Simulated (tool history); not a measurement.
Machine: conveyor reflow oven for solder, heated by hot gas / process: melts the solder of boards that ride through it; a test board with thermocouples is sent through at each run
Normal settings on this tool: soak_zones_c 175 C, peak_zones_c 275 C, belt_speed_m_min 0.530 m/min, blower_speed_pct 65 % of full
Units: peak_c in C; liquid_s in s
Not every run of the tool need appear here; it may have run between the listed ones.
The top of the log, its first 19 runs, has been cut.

| run | hour | soak_zones_c | peak_zones_c | belt_speed_m_min | blower_speed_pct | hours of work since the flux was cleaned out | hours of work since the belt drive was overhauled | hours of work since the thermocouples were changed | peak_c | liquid_s |
|---|---|---|---|---|---|---|---|---|---|---|
| 20 | 1399.4 | 175 | 275 | 0.530 | 65 | 320 | 259 | 150 | 254.2 | 60.4 |
|  | 1438.3 | flux residue cleaned out of gas plates and filters |
| 21 | 1478.7 | 173 | 273 | 0.533 | 85 | 19 | 293 | 184 | 260.9 | 65.2 |
| 22 | 1550.6 | 189 | 285 | 0.634 | 61 | 52 | 326 | 217 | 260.4 | 58.4 |
| 23 | 1643.1 | 181 | 285 | 0.634 | 70 | 94 | 369 | 260 | 261.4 | 56.6 |
| 24 | 1706.8 | 186 | 275 | 0.436 | 53 | 123 | 398 | 289 | 261.6 | 86.3 |
| 25 | 1778.0 | 169 | 279 | 0.436 | 86 | 156 | 431 | 322 | 270.7 | 85.4 |
| 26 | 1880.5 | 169 | 279 | 0.464 | 70 | 203 | 478 | 369 | 264.9 | 76.4 |
| 27 | 1959.8 | 169 | 279 | 0.464 | 70 | 240 | 514 | 405 | 264.8 | 76.5 |
| 28 | 2013.4 | 175 | 282 | 0.530 | 52 | 264 | 539 | 430 | 256.9 | 62.3 |
| 29 | 2064.6 | 175 | 275 | 0.624 | 65 | 288 | 563 | 453 | 248.7 | 46.6 |
| 30 | 2156.3 | 175 | 269 | 0.530 | 65 | 330 | 605 | 495 | 250.2 | 57.6 |

What if the next run were any one of these 4? Each begins from the tool's condition after run 30:
|  | 2174.4 | flux residue cleaned out of gas plates and filters |
|  | 2185.0 | thermocouples of zones 6 and 7 changed |
| A | 2217.6 | 175 | 265 | 0.530 | 65 | 19 | 630 | 15 | ? | ? |
|  | 2174.4 | flux residue cleaned out of gas plates and filters |
|  | 2185.0 | thermocouples of zones 6 and 7 changed |
| B | 2217.6 | 175 | 275 | 0.422 | 65 | 19 | 630 | 15 | ? | ? |
|  | 2174.4 | flux residue cleaned out of gas plates and filters |
|  | 2185.0 | thermocouples of zones 6 and 7 changed |
| C | 2217.6 | 180 | 268 | 0.530 | 65 | 19 | 630 | 15 | ? | ? |
|  | 2174.4 | flux residue cleaned out of gas plates and filters |
|  | 2185.0 | thermocouples of zones 6 and 7 changed |
| D | 2217.6 | 175 | 273 | 0.430 | 65 | 19 | 630 | 15 | ? | ? |

| run | peak_c | liquid_s |
|---|---|---|
| A | 248.3 | 57.2 |
| B | 264.3 | 87.2 |
| C | 251.8 | 61.9 |
| D | 261.5 | 83.5 |
The same runs, with their run-to-run variation unchanged, on a tool lacking any hidden condition would have given:
| run | peak_c | liquid_s |
|---|---|---|
| A | 248.2 | 56.1 |
| B | 264.2 | 85.8 |
| C | 251.7 | 60.8 |
| D | 261.4 | 82.2 |
